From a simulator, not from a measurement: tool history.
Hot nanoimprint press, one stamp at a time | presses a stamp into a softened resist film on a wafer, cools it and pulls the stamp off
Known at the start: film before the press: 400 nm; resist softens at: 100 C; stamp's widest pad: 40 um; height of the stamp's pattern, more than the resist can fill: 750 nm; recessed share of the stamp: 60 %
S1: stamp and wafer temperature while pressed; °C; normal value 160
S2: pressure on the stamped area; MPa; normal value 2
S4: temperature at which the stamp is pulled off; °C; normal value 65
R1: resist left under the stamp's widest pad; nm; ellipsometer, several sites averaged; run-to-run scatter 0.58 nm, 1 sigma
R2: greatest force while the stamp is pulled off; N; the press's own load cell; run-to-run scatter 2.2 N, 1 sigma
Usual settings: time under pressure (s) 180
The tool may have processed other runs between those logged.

run 1 hour=0 | S1=160 S2=2 time_under_pressure_(s)=180 S4=65 | R1=175.9 R2=131
run 2 hour=76.5 | S1=160 S2=2 time_under_pressure_(s)=180 S4=65 | R1=177 R2=132
run 3 hour=159.8 | S1=160 S2=2 time_under_pressure_(s)=180 S4=65 | R1=175.7 R2=144
-- hour=192.3 stamp cleaned and given a new release coat
run 4 hour=213.6 | S1=160 S2=2 time_under_pressure_(s)=180 S4=65 | R1=175.3 R2=97
run 5 hour=279.8 | S1=160 S2=2 time_under_pressure_(s)=180 S4=65 | R1=174.6 R2=101
run 6 hour=331.5 | S1=160 S2=2 time_under_pressure_(s)=180 S4=65 | R1=174.1 R2=103
run 7 hour=429.7 | S1=151 S2=1.52 time_under_pressure_(s)=274 S4=70 | R1=270 R2=99
run 8 hour=498 | S1=160 S2=2.29 time_under_pressure_(s)=210 S4=65 | R1=154 R2=114
run 9 hour=560.6 | S1=160 S2=2.29 time_under_pressure_(s)=210 S4=65 | R1=153.5 R2=122
run 10 hour=618 | S1=160 S2=2.29 time_under_pressure_(s)=210 S4=65 | R1=152.5 R2=121
-- hour=658.3 plate thermocouple calibrated
run 11 hour=709.4 | S1=163 S2=2 time_under_pressure_(s)=180 S4=65 | R1=152.5 R2=130

Each row is a separate what-if for the run after 11, all from the same tool condition, not one after another. Results?
run A hour=795.4 | S1=163 S2=2.08 time_under_pressure_(s)=123 S4=65 | R1=? R2=?
run B hour=795.4 | S1=156 S2=1.29 time_under_pressure_(s)=187 S4=65 | R1=? R2=?
run C hour=795.4 | S1=148 S2=2 time_under_pressure_(s)=180 S4=65 | R1=? R2=?
run D hour=795.4 | S1=163 S2=2 time_under_pressure_(s)=180 S4=73 | R1=? R2=?
run E hour=795.4 | S1=160 S2=2.81 time_under_pressure_(s)=180 S4=65 | R1=? R2=?

run=A R1=169.1 R2=135
run=B R1=259.4 R2=136
run=C R1=308.1 R2=138
run=D R1=151.2 R2=110
run=E R1=149.7 R2=137
With no hidden state in the tool, these same runs would have given:
run=A R1=164.3 R2=99
run=B R1=256.6 R2=100
run=C R1=303.8 R2=102
run=D R1=147 R2=80
run=E R1=143.4 R2=100
